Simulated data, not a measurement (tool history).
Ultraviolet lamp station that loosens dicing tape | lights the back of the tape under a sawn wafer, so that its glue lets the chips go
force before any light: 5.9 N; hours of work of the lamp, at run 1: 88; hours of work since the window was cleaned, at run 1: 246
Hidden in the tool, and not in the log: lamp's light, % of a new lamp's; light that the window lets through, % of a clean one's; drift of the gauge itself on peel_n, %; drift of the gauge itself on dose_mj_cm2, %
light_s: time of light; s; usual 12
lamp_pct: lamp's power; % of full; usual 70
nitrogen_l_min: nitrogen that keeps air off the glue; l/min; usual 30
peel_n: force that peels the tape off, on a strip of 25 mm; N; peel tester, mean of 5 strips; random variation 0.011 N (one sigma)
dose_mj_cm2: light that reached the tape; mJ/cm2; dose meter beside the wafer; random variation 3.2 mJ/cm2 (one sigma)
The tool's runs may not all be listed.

run     day  light_s  lamp_pct  nitrogen_l_min  hours of work of the lamp  hours of work since the window was cleaned  peel_n  dose_mj_cm2
  1       0       12        70              30                         88                                         246   0.467          504
  2   2.188       12        76              30                        121                                         280   0.391          551
  3   4.733       12        76              30                        160                                         318   0.375          551
  4   6.154       12        76              30                        181                                         340   0.392          548
  5   8.033       12        76              30                        210                                         368   0.395          557
  6   9.625       12        76              30                        234                                         392   0.385          553
     10.533  -- window cleaned of glue's vapour
  7  11.267       16        70              30                        258                                          11   0.269          681
  8  13.792       16        70              30                        297                                          49   0.254          680
  9  15.846       16        70              30                        328                                          80   0.239          678
 10  17.767       16        70              30                        357                                         109   0.264          681
 11  19.592       16        70              30                        384                                         137   0.267          675
 12  21.783       12        70              30                        418                                         170   0.472          510
 13  24.342        7        70              30                        456                                         209   1.187          295
 14  25.604        7        70              30                        475                                         228   1.174          296
 15  27.929        7        70              30                        510                                         263   1.281          298
 16  28.983        7        70              30                        526                                         279   1.197          300
 17   30.55       12        70              30                        550                                         303   0.451          506
 18  33.012       12        70              28                        587                                         340   0.451          513
 19  35.238       12        70              28                        621                                         374   0.476          507
 20  36.479       12        70              30                        640                                         393    0.46          509
     37.425  -- window cleaned of glue's vapour
 21   39.05       12        70              30                        678                                          25   0.483          509
 22    40.3       12        70              30                        697                                          44   0.452          508
 23  42.575       23        81              12                        732                                          78   0.152         1120
 24  44.867        8        79              12                        766                                         113   1.116          379
 25  46.817       14        71              24                        796                                         142    0.35          597
 26  47.958       21        67              30                        813                                         159   0.176          854
 27  49.162       12        70              30                        831                                         178   0.474          507
 28  50.688       12        70              30                        854                                         201   0.446          513
 29  52.983       10        70              48                        889                                         235    0.58          426
 30  55.217       24        96              48                        923                                         269   0.121         1396
 31  56.625       12        63              30                        944                                         290    0.57          453
 32  59.171       18        66              29                        983                                         329   0.241          722
 33  60.854       18        66              29                       1008                                         354    0.23          712
 34  63.408       18        66              29                       1047                                         393   0.243          722
     64.383  -- window cleaned of glue's vapour
 35  64.771        8        85              29                       1067                                           6   0.709          406
 36  66.825       13        91              32                       1098                                          37   0.232          715
 37  68.642        7        78              18                       1126                                          64   1.269          333
 38    69.7        7        78              18                       1142                                          80   1.207          328
 39  71.129        7        78              18                       1163                                         102   1.208          328
 40  72.883       14        63              35                       1190                                         129   0.397          531
 41  74.967       14        63              35                       1221                                         160   0.404          533
 42  77.158       14        63              38                       1255                                         193   0.401          533
 43  79.238        6        79              38                       1286                                         225    1.21          283

The same runs without the tool's hidden state, with the same run-to-run variation:
run  dose_mj_cm2
  1          504
  2          551
  3          552
  4          548
  5          558
  6          554
  7          682
  8          681
  9          679
 10          682
 11          676
 12          511
 13          295
 14          296
 15          298
 16          300
 17          507
 18          514
 19          509
 20          510
 21          510
 22          509
 23         1123
 24          380
 25          599
 26          856
 27          508
 28          515
 29          427
 30         1401
 31          455
 32          725
 33          715
 34          725
 35          408
 36          717
 37          335
 38          330
 39          329
 40          533
 41          535
 42          535
 43          284
peel_n: within 0.008 N of the measured result in every run.
